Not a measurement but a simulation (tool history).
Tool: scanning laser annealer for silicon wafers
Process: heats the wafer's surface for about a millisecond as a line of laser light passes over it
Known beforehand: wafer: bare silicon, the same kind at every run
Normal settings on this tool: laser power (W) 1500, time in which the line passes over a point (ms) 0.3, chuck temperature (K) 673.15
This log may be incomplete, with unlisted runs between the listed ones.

run   hour  laser power (W)  time in which the line passes over a point (ms)  chuck temperature (K)  highest temperature of the surface (K)
  1      0             1500                                              0.3                 673.15                                 1468.15
  2   15.1             1500                                              0.3                 673.15                                 1468.15
  3   41.9             1500                                              0.3                 673.15                                 1472.15
  4   62.7             1500                                              0.3                 673.15                                 1468.15
  5   83.5             1500                                              0.3                 673.15                                 1469.15
  6  112.1             1500                                              0.3                 673.15                                 1468.15
  7  129.4             1500                                              0.3                 673.15                                 1466.15
  8    157             1500                                              0.3                 650.15                                 1447.15
  9  172.4             1500                                              0.3                 673.15                                 1467.15
 10    186             1584                                              0.3                 673.15                                 1523.15
 11  209.3             1405                                            0.356                 657.15                                 1456.15
 12  232.6             1405                                            0.251                 679.15                                 1347.15
 13  256.1             1405                                            0.251                 679.15                                 1344.15
 14  276.1             1356                                            0.269                 677.15                                 1341.15
 15  289.8             1580                                            0.269                 661.15                                 1461.15
 16  316.4             1399                                            0.362                 673.15                                 1477.15
 17  329.2             1399                                            0.362                 673.15                                 1480.15
 18  344.4             1429                                            0.228                 674.15                                 1319.15
 19  366.9             1411                                            0.228                 705.15                                 1339.15

What if the next run were any one of these 3? Each begins from the tool's condition after run 19:
  A   386             1411                                            0.346                 645.15                                       ?
  B   386             1641                                            0.273                 696.15                                       ?
  C   386             1327                                              0.3                 711.15                                       ?

run  highest temperature of the surface (K)
  A                                 1441.15
  B                                 1545.15
  C                                 1394.15
Without the tool's hidden state the same runs would have given:
run  highest temperature of the surface (K)
  A                                 1441.15
  B                                 1546.15
  C                                 1395.15

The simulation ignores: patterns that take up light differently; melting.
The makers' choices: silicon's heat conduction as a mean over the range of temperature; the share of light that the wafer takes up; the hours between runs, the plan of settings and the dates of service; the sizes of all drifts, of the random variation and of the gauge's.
